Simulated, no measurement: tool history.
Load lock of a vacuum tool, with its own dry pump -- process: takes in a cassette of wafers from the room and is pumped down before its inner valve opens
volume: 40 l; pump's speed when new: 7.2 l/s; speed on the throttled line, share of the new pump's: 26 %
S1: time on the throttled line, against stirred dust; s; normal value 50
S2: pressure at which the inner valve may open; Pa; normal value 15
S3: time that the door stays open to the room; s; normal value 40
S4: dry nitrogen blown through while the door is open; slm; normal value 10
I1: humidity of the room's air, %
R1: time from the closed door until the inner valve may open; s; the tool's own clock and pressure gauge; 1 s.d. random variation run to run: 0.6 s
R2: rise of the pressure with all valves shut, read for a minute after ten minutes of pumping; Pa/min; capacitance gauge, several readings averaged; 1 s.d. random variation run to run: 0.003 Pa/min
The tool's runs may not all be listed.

{"run": 1, "hour": 0.0, "S1": 50, "S2": 15, "S3": 40, "S4": 10, "I1": 41.3, "R1": 92.5, "R2": 0.116}
{"run": 2, "hour": 319.3, "S1": 50, "S2": 15, "S3": 40, "S4": 10, "I1": 46.3, "R1": 93, "R2": 0.131}
{"run": 3, "hour": 493.5, "S1": 50, "S2": 15, "S3": 110, "S4": 10, "I1": 42.1, "R1": 92.8, "R2": 0.14}
{"run": 4, "hour": 813.9, "S1": 50, "S2": 15, "S3": 110, "S4": 10, "I1": 46.9, "R1": 91.4, "R2": 0.155}
{"run": 5, "hour": 958.9, "S1": 50, "S2": 15, "S3": 40, "S4": 10, "I1": 42.8, "R1": 92.8, "R2": 0.132}
{"run": 6, "hour": 1107.4, "S1": 50, "S2": 15, "S3": 40, "S4": 10, "I1": 41.6, "R1": 92.7, "R2": 0.134}
{"run": 7, "hour": 1379.7, "S1": 50, "S2": 15, "S3": 40, "S4": 10, "I1": 46, "R1": 93.9, "R2": 0.137}
{"run": 8, "hour": 1674.9, "S1": 31, "S2": 15, "S3": 173, "S4": 10, "I1": 42.6, "R1": 79.3, "R2": 0.167}
{"run": 9, "hour": 1900.7, "S1": 31, "S2": 15, "S3": 122, "S4": 11, "I1": 43.6, "R1": 79.9, "R2": 0.162}
{"run": 10, "hour": 2194.6, "S1": 50, "S2": 13, "S3": 40, "S4": 6, "I1": 46.9, "R1": 95.1, "R2": 0.155}

Each row is a separate what-if for the run after 10, all from the same tool condition, not one after another. Results?
{"run": "A", "hour": 2358.2, "S1": 50, "S2": 14, "S3": 50, "S4": 7, "I1": 44.6, "R1": "?", "R2": "?"}
{"run": "B", "hour": 2358.2, "S1": 94, "S2": 13, "S3": 40, "S4": 6, "I1": 45, "R1": "?", "R2": "?"}
{"run": "C", "hour": 2358.2, "S1": 50, "S2": 15, "S3": 88, "S4": 10, "I1": 46, "R1": "?", "R2": "?"}
{"run": "D", "hour": 2358.2, "S1": 67, "S2": 15, "S3": 40, "S4": 10, "I1": 41.2, "R1": "?", "R2": "?"}
{"run": "E", "hour": 2358.2, "S1": 50, "S2": 14, "S3": 40, "S4": 10, "I1": 46.4, "R1": "?", "R2": "?"}

run=A R1=93.8 R2=0.151
run=B R1=125.6 R2=0.153
run=C R1=93.6 R2=0.168
run=D R1=106 R2=0.144
run=E R1=93.4 R2=0.151
Without the tool's unlogged condition, the same runs would have read:
run=A R1=86.3 R2=0.051
run=B R1=120.3 R2=0.053
run=C R1=86.3 R2=0.068
run=D R1=99.5 R2=0.046
run=E R1=85.9 R2=0.052

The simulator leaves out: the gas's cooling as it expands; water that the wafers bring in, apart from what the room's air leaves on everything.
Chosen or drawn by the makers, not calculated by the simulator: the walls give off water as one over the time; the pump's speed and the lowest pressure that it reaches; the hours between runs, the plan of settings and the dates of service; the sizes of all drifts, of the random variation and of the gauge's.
